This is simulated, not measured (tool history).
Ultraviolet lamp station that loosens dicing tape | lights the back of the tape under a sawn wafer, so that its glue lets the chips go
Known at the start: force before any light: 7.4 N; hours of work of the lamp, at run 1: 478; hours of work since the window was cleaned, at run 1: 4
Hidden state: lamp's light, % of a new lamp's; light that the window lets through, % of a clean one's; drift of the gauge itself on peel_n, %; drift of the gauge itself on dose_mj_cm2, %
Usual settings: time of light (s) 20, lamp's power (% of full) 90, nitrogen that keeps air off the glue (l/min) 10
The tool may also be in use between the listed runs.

run,hour,time of light (s),lamp's power (% of full),nitrogen that keeps air off the glue (l/min),hours of work of the lamp,hours of work since the window was cleaned,force that peels the tape off (N),light that reached the tape (J/m2)
1,0,20,90,10,478,4,0.48,3820
2,28,20,90,10,493,19,0.466,3860
3,55.7,20,90,10,508,33,0.474,3690
4,83.3,20,90,10,522,48,0.475,3750
5,104.2,20,90,10,533,59,0.495,3700
6,124.4,20,90,10,544,69,0.5,3650
7,137.4,20,90,10,551,76,0.519,3630
8,164.2,20,90,8,565,90,0.629,3590
9,185.3,20,94,10,576,102,0.496,3760
10,211.2,20,94,10,590,115,0.507,3710
11,228.8,20,94,10,599,125,0.507,3640
12,246,20,94,10,608,134,0.545,3640
13,262.3,20,94,10,617,142,0.526,3600
14,274.7,20,94,10,623,149,0.539,3610
15,295.5,20,94,10,634,160,0.534,3590
16,309.8,20,71,10,642,167,0.98,2670
17,322.9,20,71,10,649,174,1.007,2630
18,345.1,20,90,10,660,186,0.613,3310
19,373.1,20,90,4,675,201,1.157,3300
20,386.5,20,90,8,682,208,0.738,3300
21,398.7,20,90,11,689,214,0.617,3300
22,425.2,20,90,11,703,228,0.618,3270
23,451.3,12,64,4,716,242,3.483,1380
24,467.8,12,64,4,725,251,3.537,1310
25,486.6,20,65,6,735,261,1.677,2300
26,505.4,20,90,6,745,271,0.997,3160
27,533.9,14,65,6,760,286,2.599,1540
28,553.7,38,93,5,770,296,0.292,5930
29,581.7,38,93,14,785,311,0.174,5920
30,594.2,22,82,11,792,317,0.704,2980
31,619.3,22,82,11,805,331,0.758,2970
32,637.2,22,66,4,815,340,1.918,2380
33,657.6,22,66,4,825,351,1.925,2390
34,685.1,14,71,10,840,365,2.111,1590
35,704,18,71,10,850,375,1.573,2010
36,719.7,23,90,5,858,384,1.046,3290
37,747.6,23,90,5,873,398,1.101,3220
# hour 749.6: window cleaned of glue's vapour
38,763.5,18,82,3,881,7,1.851,2710
39,786.5,15,75,8,893,19,1.722,2040
40,811.5,14,75,11,906,33,1.625,1930
41,828.7,30,80,10,915,42,0.351,4320
42,849.6,30,80,10,926,53,0.378,4290
43,862.4,30,80,10,933,60,0.348,4230

Measured less the same run without the tool's hidden state. The same run-to-run variation is in both; the gauge's scatter may not be:
run,force that peels the tape off (N),light that reached the tape (J/m2)
1,+0.148,-710
2,+0.153,-770
3,+0.166,-790
4,+0.175,-850
5,+0.184,-870
6,+0.193,-900
7,+0.203,-920
8,+0.253,-960
9,+0.204,-1030
10,+0.218,-1070
11,+0.221,-1100
12,+0.238,-1140
13,+0.236,-1160
14,+0.246,-1170
15,+0.248,-1200
16,+0.442,-930
17,+0.463,-940
18,+0.303,-1220
19,+0.538,-1250
20,+0.374,-1280
21,+0.316,-1300
22,+0.326,-1340
23,+0.97,-580
24,+0.999,-590
25,+0.776,-1030
26,+0.546,-1450
27,+0.987,-750
28,+0.134,-2930
29,+0.034,-3030
30,+0.422,-1550
31,+0.46,-1590
32,+0.959,-1310
33,+0.97,-1330
34,+1.048,-920
35,+0.899,-1200
36,+0.654,-2010
37,+0.701,-2010
38,+0.71,-1000
39,+0.709,-780
40,+0.695,-770
41,+0.165,-1760
42,+0.181,-1800
43,+0.175,-1810
